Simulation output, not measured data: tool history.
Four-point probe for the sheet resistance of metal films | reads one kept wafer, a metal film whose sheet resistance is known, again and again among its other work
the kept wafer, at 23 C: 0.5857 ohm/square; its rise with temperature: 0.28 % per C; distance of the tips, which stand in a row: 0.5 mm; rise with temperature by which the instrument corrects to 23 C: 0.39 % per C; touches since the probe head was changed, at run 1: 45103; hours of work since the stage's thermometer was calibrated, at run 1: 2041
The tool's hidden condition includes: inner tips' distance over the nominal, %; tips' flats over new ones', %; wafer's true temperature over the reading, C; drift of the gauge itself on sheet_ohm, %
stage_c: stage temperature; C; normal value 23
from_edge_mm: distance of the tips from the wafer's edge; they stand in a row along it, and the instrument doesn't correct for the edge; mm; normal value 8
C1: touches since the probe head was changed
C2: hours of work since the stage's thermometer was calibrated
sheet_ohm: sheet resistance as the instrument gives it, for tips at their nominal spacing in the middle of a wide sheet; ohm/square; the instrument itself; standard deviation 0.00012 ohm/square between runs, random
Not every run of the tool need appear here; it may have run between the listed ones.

{"run": 1, "day": 0.0, "stage_c": 23, "from_edge_mm": 8, "C1": 45103, "C2": 2041, "sheet_ohm": 0.586797}
{"run": 2, "day": 4.167, "stage_c": 32, "from_edge_mm": 8, "C1": 49955, "C2": 2099, "sheet_ohm": 0.581455}
{"run": 3, "day": 8.075, "stage_c": 23, "from_edge_mm": 8, "C1": 54502, "C2": 2154, "sheet_ohm": 0.58697}
{"run": 4, "day": 12.867, "stage_c": 23, "from_edge_mm": 8, "C1": 60080, "C2": 2221, "sheet_ohm": 0.586627}
{"run": 5, "day": 17.183, "stage_c": 23, "from_edge_mm": 8, "C1": 65104, "C2": 2281, "sheet_ohm": 0.586944}
{"run": 6, "day": 19.338, "stage_c": 23, "from_edge_mm": 8, "C1": 67615, "C2": 2311, "sheet_ohm": 0.586729}
{"run": 7, "day": 21.696, "stage_c": 23, "from_edge_mm": 8, "C1": 70362, "C2": 2344, "sheet_ohm": 0.586872}
{"run": 8, "day": 26.121, "stage_c": 23, "from_edge_mm": 8, "C1": 75512, "C2": 2406, "sheet_ohm": 0.586976}
{"run": 9, "day": 30.233, "stage_c": 23, "from_edge_mm": 8, "C1": 80300, "C2": 2463, "sheet_ohm": 0.586848}
{"day": 31.108, "done": "new probe head fitted"}
{"run": 10, "day": 33.562, "stage_c": 19, "from_edge_mm": 26, "C1": 2856, "C2": 2509, "sheet_ohm": 0.588337}
{"run": 11, "day": 38.162, "stage_c": 32, "from_edge_mm": 11, "C1": 8210, "C2": 2574, "sheet_ohm": 0.580799}
{"day": 40.112, "done": "stage's thermometer calibrated"}
{"run": 12, "day": 40.95, "stage_c": 32, "from_edge_mm": 11, "C1": 11430, "C2": 12, "sheet_ohm": 0.580761}
{"run": 13, "day": 45.792, "stage_c": 19, "from_edge_mm": 4, "C1": 17065, "C2": 79, "sheet_ohm": 0.593119}
{"run": 14, "day": 50.729, "stage_c": 18, "from_edge_mm": 12, "C1": 22813, "C2": 148, "sheet_ohm": 0.58965}
{"run": 15, "day": 55.833, "stage_c": 29, "from_edge_mm": 63, "C1": 28758, "C2": 220, "sheet_ohm": 0.581915}
{"run": 16, "day": 59.704, "stage_c": 29, "from_edge_mm": 63, "C1": 33262, "C2": 274, "sheet_ohm": 0.5819}
{"run": 17, "day": 62.842, "stage_c": 28, "from_edge_mm": 63, "C1": 36916, "C2": 317, "sheet_ohm": 0.582619}
{"run": 18, "day": 65.05, "stage_c": 32, "from_edge_mm": 23, "C1": 39488, "C2": 348, "sheet_ohm": 0.580157}

Forecast each of these 3 alternatives for the next run:
{"run": "A", "day": 69.512, "stage_c": 28, "from_edge_mm": 10, "C1": 44682, "C2": 411, "sheet_ohm": "?"}
{"run": "B", "day": 69.512, "stage_c": 30, "from_edge_mm": 26, "C1": 44682, "C2": 411, "sheet_ohm": "?"}
{"run": "C", "day": 69.512, "stage_c": 21, "from_edge_mm": 4, "C1": 44682, "C2": 411, "sheet_ohm": "?"}

run=A sheet_ohm=0.58298
run=B sheet_ohm=0.581473
run=C sheet_ohm=0.591819
Stripped of hidden state, with their random variation kept, the same runs would have yielded:
run=A sheet_ohm=0.582991
run=B sheet_ohm=0.581484
run=C sheet_ohm=0.591831
